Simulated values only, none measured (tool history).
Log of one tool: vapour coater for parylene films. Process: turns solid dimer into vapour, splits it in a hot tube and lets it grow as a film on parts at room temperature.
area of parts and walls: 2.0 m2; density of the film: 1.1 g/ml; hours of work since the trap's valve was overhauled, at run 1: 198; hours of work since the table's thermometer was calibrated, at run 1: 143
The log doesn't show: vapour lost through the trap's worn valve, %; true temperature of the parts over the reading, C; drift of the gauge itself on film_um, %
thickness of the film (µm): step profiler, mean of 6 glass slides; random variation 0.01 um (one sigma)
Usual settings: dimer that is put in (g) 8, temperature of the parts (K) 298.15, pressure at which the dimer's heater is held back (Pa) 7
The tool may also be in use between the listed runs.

| run | day | dimer that is put in (g) | temperature of the parts (K) | pressure at which the dimer's heater is held back (Pa) | hours of work since the trap's valve was overhauled | hours of work since the table's thermometer was calibrated | thickness of the film (µm) |
|---|---|---|---|---|---|---|---|
| 1 | 0 | 8 | 298.15 | 7 | 198 | 143 | 1.62 |
| 2 | 0.475 | 8 | 298.15 | 6.98 | 205 | 150 | 1.61 |
| 3 | 0.967 | 8 | 298.15 | 7 | 213 | 157 | 1.61 |
| 4 | 1.558 | 8 | 298.15 | 7 | 222 | 166 | 1.59 |
| 5 | 2.15 | 8 | 294.15 | 7 | 231 | 175 | 1.82 |
| 6 | 2.946 | 8 | 294.15 | 7 | 242 | 187 | 1.81 |
| 7 | 3.729 | 8 | 294.15 | 7 | 254 | 199 | 1.8 |
| 8 | 4.596 | 8 | 298.15 | 7 | 267 | 212 | 1.55 |
| 9 | 5.358 | 8 | 298.15 | 7 | 279 | 223 | 1.53 |
| 10 | 5.733 | 8 | 298.15 | 7 | 284 | 229 | 1.54 |
| 11 | 6.429 | 4 | 298.15 | 7 | 295 | 239 | 0.77 |
| 12 | 7.179 | 8 | 298.15 | 8.49 | 306 | 250 | 1.48 |

The next listed run, before its measurement:
|  | 7.629 | trap's valve overhauled |
| 13 | 8.008 | 8 | 298.15 | 8.49 | 6 | 260 | ? |

{"run 13": {"thickness of the film (µm)": 1.7}}
Without the tool's hidden state the same run would have given thickness of the film (µm) 1.7.
